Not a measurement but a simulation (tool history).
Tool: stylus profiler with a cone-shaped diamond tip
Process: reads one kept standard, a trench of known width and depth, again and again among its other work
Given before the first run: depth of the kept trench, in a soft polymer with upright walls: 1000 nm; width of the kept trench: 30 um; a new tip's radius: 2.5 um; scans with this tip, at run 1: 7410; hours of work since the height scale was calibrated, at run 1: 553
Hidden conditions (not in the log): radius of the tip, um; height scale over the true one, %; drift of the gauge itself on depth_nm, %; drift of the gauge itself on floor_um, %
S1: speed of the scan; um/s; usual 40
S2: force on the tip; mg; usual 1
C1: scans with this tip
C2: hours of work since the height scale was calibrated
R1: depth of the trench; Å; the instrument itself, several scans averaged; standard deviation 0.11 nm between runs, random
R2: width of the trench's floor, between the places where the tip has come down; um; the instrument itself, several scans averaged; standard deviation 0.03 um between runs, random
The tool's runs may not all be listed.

{"run": 1, "hour": 0.0, "S1": 40, "S2": 1, "C1": 7410, "C2": 553, "R1": 10019.8, "R2": 22.69}
{"run": 2, "hour": 11.4, "S1": 40, "S2": 1, "C1": 7508, "C2": 561, "R1": 10018.7, "R2": 22.69}
{"run": 3, "hour": 19.4, "S1": 40, "S2": 1, "C1": 7577, "C2": 566, "R1": 10018.9, "R2": 22.68}
{"run": 4, "hour": 28.3, "S1": 40, "S2": 1, "C1": 7653, "C2": 572, "R1": 10018.1, "R2": 22.6}
{"run": 5, "hour": 38.9, "S1": 40, "S2": 1, "C1": 7744, "C2": 578, "R1": 10021.5, "R2": 22.6}
{"run": 6, "hour": 49.8, "S1": 119, "S2": 1, "C1": 7837, "C2": 585, "R1": 10018.9, "R2": 22.16}
{"run": 7, "hour": 63.3, "S1": 119, "S2": 2.1, "C1": 7953, "C2": 594, "R1": 10039.3, "R2": 22.33}
{"run": 8, "hour": 72.3, "S1": 119, "S2": 2.1, "C1": 8031, "C2": 600, "R1": 10043.9, "R2": 22.34}
{"run": 9, "hour": 79.2, "S1": 119, "S2": 2.1, "C1": 8090, "C2": 604, "R1": 10040.3, "R2": 22.26}
{"run": 10, "hour": 88.5, "S1": 119, "S2": 2.1, "C1": 8170, "C2": 610, "R1": 10040.7, "R2": 22.2}
{"run": 11, "hour": 102.9, "S1": 119, "S2": 0.65, "C1": 8293, "C2": 619, "R1": 10008.3, "R2": 21.87}
{"run": 12, "hour": 115.8, "S1": 119, "S2": 0.65, "C1": 8404, "C2": 628, "R1": 10007.7, "R2": 21.84}
{"run": 13, "hour": 129.0, "S1": 119, "S2": 0.65, "C1": 8517, "C2": 636, "R1": 10009.8, "R2": 21.79}
{"run": 14, "hour": 139.5, "S1": 13, "S2": 1, "C1": 8607, "C2": 643, "R1": 10017, "R2": 22.46}
{"run": 15, "hour": 146.2, "S1": 13, "S2": 1, "C1": 8664, "C2": 647, "R1": 10016.6, "R2": 22.48}
{"run": 16, "hour": 153.9, "S1": 13, "S2": 1, "C1": 8731, "C2": 652, "R1": 10018.2, "R2": 22.48}
{"run": 17, "hour": 160.7, "S1": 13, "S2": 1, "C1": 8789, "C2": 656, "R1": 10018.4, "R2": 22.47}
{"run": 18, "hour": 171.9, "S1": 13, "S2": 1, "C1": 8885, "C2": 664, "R1": 10016.7, "R2": 22.45}
{"run": 19, "hour": 182.6, "S1": 13, "S2": 1, "C1": 8977, "C2": 670, "R1": 10018.5, "R2": 22.3}
{"run": 20, "hour": 192.3, "S1": 13, "S2": 1, "C1": 9060, "C2": 677, "R1": 10015.8, "R2": 22.3}
{"run": 21, "hour": 202.2, "S1": 13, "S2": 1, "C1": 9145, "C2": 683, "R1": 10018.1, "R2": 22.28}
{"hour": 209.3, "done": "new tip fitted, height scale calibrated"}
{"run": 22, "hour": 218.0, "S1": 13, "S2": 1, "C1": 74, "C2": 6, "R1": 10036.2, "R2": 25.82}
{"run": 23, "hour": 230.2, "S1": 13, "S2": 1, "C1": 179, "C2": 13, "R1": 10036.4, "R2": 25.77}
{"run": 24, "hour": 238.2, "S1": 40, "S2": 0.63, "C1": 247, "C2": 18, "R1": 10027.4, "R2": 25.49}
{"run": 25, "hour": 245.3, "S1": 25, "S2": 0.4, "C1": 308, "C2": 23, "R1": 10019.5, "R2": 25.57}
{"run": 26, "hour": 258.8, "S1": 14, "S2": 0.59, "C1": 424, "C2": 32, "R1": 10025.8, "R2": 25.59}
{"run": 27, "hour": 270.6, "S1": 18, "S2": 2.44, "C1": 525, "C2": 39, "R1": 10062, "R2": 25.58}
{"run": 28, "hour": 281.5, "S1": 18, "S2": 2.44, "C1": 619, "C2": 46, "R1": 10063.6, "R2": 25.46}
{"run": 29, "hour": 290.5, "S1": 18, "S2": 2.44, "C1": 696, "C2": 52, "R1": 10063.5, "R2": 25.48}
{"run": 30, "hour": 298.1, "S1": 18, "S2": 2.44, "C1": 761, "C2": 57, "R1": 10064.5, "R2": 25.43}
{"run": 31, "hour": 309.7, "S1": 41, "S2": 2.5, "C1": 861, "C2": 64, "R1": 10062.9, "R2": 25.26}
{"run": 32, "hour": 320.6, "S1": 154, "S2": 1.99, "C1": 954, "C2": 71, "R1": 10056.3, "R2": 24.8}
{"run": 33, "hour": 332.1, "S1": 52, "S2": 1.16, "C1": 1053, "C2": 79, "R1": 10039.1, "R2": 25.12}
{"run": 34, "hour": 341.6, "S1": 40, "S2": 2.97, "C1": 1134, "C2": 85, "R1": 10071.2, "R2": 25.19}
{"run": 35, "hour": 352.8, "S1": 40, "S2": 2.97, "C1": 1230, "C2": 92, "R1": 10070.1, "R2": 25.13}
{"run": 36, "hour": 363.2, "S1": 20, "S2": 0.81, "C1": 1320, "C2": 99, "R1": 10029.6, "R2": 25.17}
{"run": 37, "hour": 377.6, "S1": 20, "S2": 0.81, "C1": 1443, "C2": 108, "R1": 10028.4, "R2": 25.1}
{"run": 38, "hour": 391.0, "S1": 30, "S2": 2.12, "C1": 1558, "C2": 116, "R1": 10055.2, "R2": 25.01}
{"run": 39, "hour": 405.5, "S1": 16, "S2": 2.37, "C1": 1683, "C2": 126, "R1": 10063.3, "R2": 25.02}
{"run": 40, "hour": 418.7, "S1": 16, "S2": 2.37, "C1": 1796, "C2": 134, "R1": 10060.1, "R2": 25}
{"run": 41, "hour": 431.4, "S1": 16, "S2": 2.37, "C1": 1905, "C2": 142, "R1": 10060.7, "R2": 24.91}
{"run": 42, "hour": 439.0, "S1": 57, "S2": 2.31, "C1": 1970, "C2": 147, "R1": 10060.1, "R2": 24.69}
{"run": 43, "hour": 445.2, "S1": 25, "S2": 1.44, "C1": 2023, "C2": 151, "R1": 10042.9, "R2": 24.85}
{"run": 44, "hour": 457.6, "S1": 14, "S2": 1.22, "C1": 2129, "C2": 159, "R1": 10039.2, "R2": 24.82}
{"run": 45, "hour": 471.4, "S1": 14, "S2": 1.22, "C1": 2248, "C2": 168, "R1": 10037.8, "R2": 24.78}

Consider 3 possible next runs. They are alternatives, not a sequence: every one starts from the tool as it was left by run 45. What does each give?
{"run": "A", "hour": 478.9, "S1": 14, "S2": 0.63, "C1": 2312, "C2": 173, "R1": "?", "R2": "?"}
{"run": "B", "hour": 478.9, "S1": 40, "S2": 0.37, "C1": 2312, "C2": 173, "R1": "?", "R2": "?"}
{"run": "C", "hour": 478.9, "S1": 127, "S2": 2.59, "C1": 2312, "C2": 173, "R1": "?", "R2": "?"}

run=A R1=10027 R2=24.71
run=B R1=10015.1 R2=24.45
run=C R1=10062.8 R2=24.39
Without the tool's hidden state the same runs would have given:
run=A R1=10028.5 R2=25.92
run=B R1=10016.7 R2=25.66
run=C R1=10064.4 R2=25.6
